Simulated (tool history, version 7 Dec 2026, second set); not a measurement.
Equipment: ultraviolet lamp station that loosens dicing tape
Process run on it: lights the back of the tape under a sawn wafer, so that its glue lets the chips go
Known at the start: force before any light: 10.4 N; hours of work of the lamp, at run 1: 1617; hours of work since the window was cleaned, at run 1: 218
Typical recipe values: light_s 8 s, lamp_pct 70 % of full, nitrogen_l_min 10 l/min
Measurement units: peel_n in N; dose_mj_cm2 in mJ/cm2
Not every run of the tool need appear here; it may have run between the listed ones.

run	hour	light_s	lamp_pct	nitrogen_l_min	hours of work of the lamp	hours of work since the window was cleaned	peel_n	dose_mj_cm2
1	0	8	70	10	1617	218	1.62	458
2	28.7	8	70	10	1638	238	1.622	453
3	70.2	9	70	10	1667	268	1.273	511
4	113.8	9	70	10	1698	298	1.288	512
5	141.9	8	70	10	1718	318	1.572	457
# hour 167.7: window cleaned of glue's vapour
6	201	8	70	10	1759	24	1.599	454
7	265.5	8	70	10	1805	69	1.558	456
8	325	8	62	10	1847	111	2.013	402
9	380.5	8	70	6	1887	151	2.025	455
10	417.9	4	85	7	1913	177	3.592	277
11	448.3	4	94	10	1935	199	2.881	309

Estimate the outcome of run 12 from the log above:
12	483.2	4	96	10	1959	224	?	?

{"run 12": {"peel_n": 2.76, "dose_mj_cm2": 312}}
Minus the tool's unlogged condition, the same run would have read peel_n 2.751 N, dose_mj_cm2 312 mJ/cm2.

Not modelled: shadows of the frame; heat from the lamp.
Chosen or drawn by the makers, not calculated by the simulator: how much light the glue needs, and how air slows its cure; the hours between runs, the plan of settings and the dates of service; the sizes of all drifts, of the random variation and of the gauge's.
